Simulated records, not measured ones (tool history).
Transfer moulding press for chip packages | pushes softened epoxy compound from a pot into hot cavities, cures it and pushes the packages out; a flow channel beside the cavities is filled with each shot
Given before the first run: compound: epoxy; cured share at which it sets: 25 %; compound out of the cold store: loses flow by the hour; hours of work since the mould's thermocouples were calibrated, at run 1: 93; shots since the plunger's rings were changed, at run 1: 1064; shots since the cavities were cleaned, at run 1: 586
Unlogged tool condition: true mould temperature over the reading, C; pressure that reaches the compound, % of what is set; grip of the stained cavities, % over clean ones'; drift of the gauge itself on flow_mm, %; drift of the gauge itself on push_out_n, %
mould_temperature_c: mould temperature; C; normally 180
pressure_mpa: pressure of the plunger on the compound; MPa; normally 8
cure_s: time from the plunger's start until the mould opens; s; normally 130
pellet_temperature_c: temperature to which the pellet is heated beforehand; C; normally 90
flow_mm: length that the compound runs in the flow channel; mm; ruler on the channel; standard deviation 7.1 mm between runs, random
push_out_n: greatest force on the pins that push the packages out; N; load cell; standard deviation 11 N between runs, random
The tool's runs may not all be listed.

run,hour,mould_temperature_c,pressure_mpa,cure_s,pellet_temperature_c,hours of work since the mould's thermocouples were calibrated,shots since the plunger's rings were changed,shots since the cavities were cleaned,incoming compound's hours out of the cold store,flow_mm,push_out_n
1,0,180,8,130,90,93,1064,586,17.6,816,1127
2,27.8,180,8,130,90,105,1224,746,39,727,1098
# hour 65.6: cavities cleaned with cleaning compound and waxed
3,65.6,180,8,146,90,120,1434,0,42.5,702,1508
4,128.1,180,7.03,130,90,145,1795,361,42.1,659,1253
5,165.5,180,7.03,130,90,161,2010,576,13.6,766,1269
6,228.5,180,7.03,130,90,187,2374,940,33.4,690,1171
# hour 233.2: cavities cleaned with cleaning compound and waxed
7,267.3,180,8,130,90,202,2590,197,28,759,820
8,324.1,180,8,130,90,226,2917,524,33.2,737,1011
9,355,180,8,130,90,238,3096,703,44.3,684,1041
10,380.6,180,8,130,90,249,3244,851,38,699,1124
# hour 400.7: cavities cleaned with cleaning compound and waxed
# hour 416.6: cavities cleaned with cleaning compound and waxed, once more
11,433.3,180,8,130,97,269,3530,96,21.8,770,661
12,482.6,187,8,130,97,290,3815,381,27,720,904
13,515.7,187,8,130,97,304,4006,572,10.2,793,986
14,546,187,8,130,97,316,4181,747,23.7,742,1014
# hour 587.5: cavities cleaned with cleaning compound and waxed
15,606.7,187,8,130,97,340,4523,111,38.3,667,642
16,660.7,180,7.63,110,88,363,4834,422,14.6,768,1212
17,723.5,176,7.74,110,99,389,5197,785,8.5,802,1712
# hour 755: cavities cleaned with cleaning compound and waxed
18,783.3,183,8,168,90,413,5533,163,21.4,731,703
19,832,183,8,168,90,433,5815,445,16.5,747,904
# hour 868.3: plunger's sealing rings changed
20,876.2,187,8,125,86,450,46,685,31.3,749,1035
# hour 924.1: cavities cleaned with cleaning compound and waxed
21,930.8,174,8.53,125,89,472,353,39,38.8,761,729
22,970.8,178,7.53,114,98,489,584,270,46.1,683,1046
23,1003.3,178,7.53,134,98,502,772,458,21.1,782,1000
24,1056.1,181,8,130,89,524,1076,762,47.6,688,1043
# hour 1091.7: cavities cleaned with cleaning compound and waxed
25,1113.1,175,8,117,81,547,1396,123,26,787,1020
26,1174.6,172,8,142,81,572,1752,479,46.9,706,1190
27,1235.2,185,7.51,130,90,597,2101,828,21,761,1060
# hour 1260.4: cavities cleaned with cleaning compound and waxed
28,1290.3,187,8.67,116,99,619,2411,173,14.9,825,735

Some steps in flow_mm between neighbouring runs. How much of each would the tool show without its hidden state too (settings, what came in, random variation), and how much is left for the hidden state, with any gauge scatter that isn't in both results?
Run 4 -> 5: nothing adjusted, nothing logged. flow_mm +107 mm: hidden state -6, all else +113.
Run 15 -> 16: mould_temperature_c 187 -> 180, pressure_mpa 8 -> 7.63, cure_s 130 -> 110, pellet_temperature_c 97 -> 88. flow_mm +101 mm: hidden state -15, all else +116.
Run 19 -> 20: mould_temperature_c 183 -> 187, cure_s 168 -> 125, pellet_temperature_c 90 -> 86, plunger's sealing rings changed. flow_mm +2 mm: hidden state +81, all else -79.
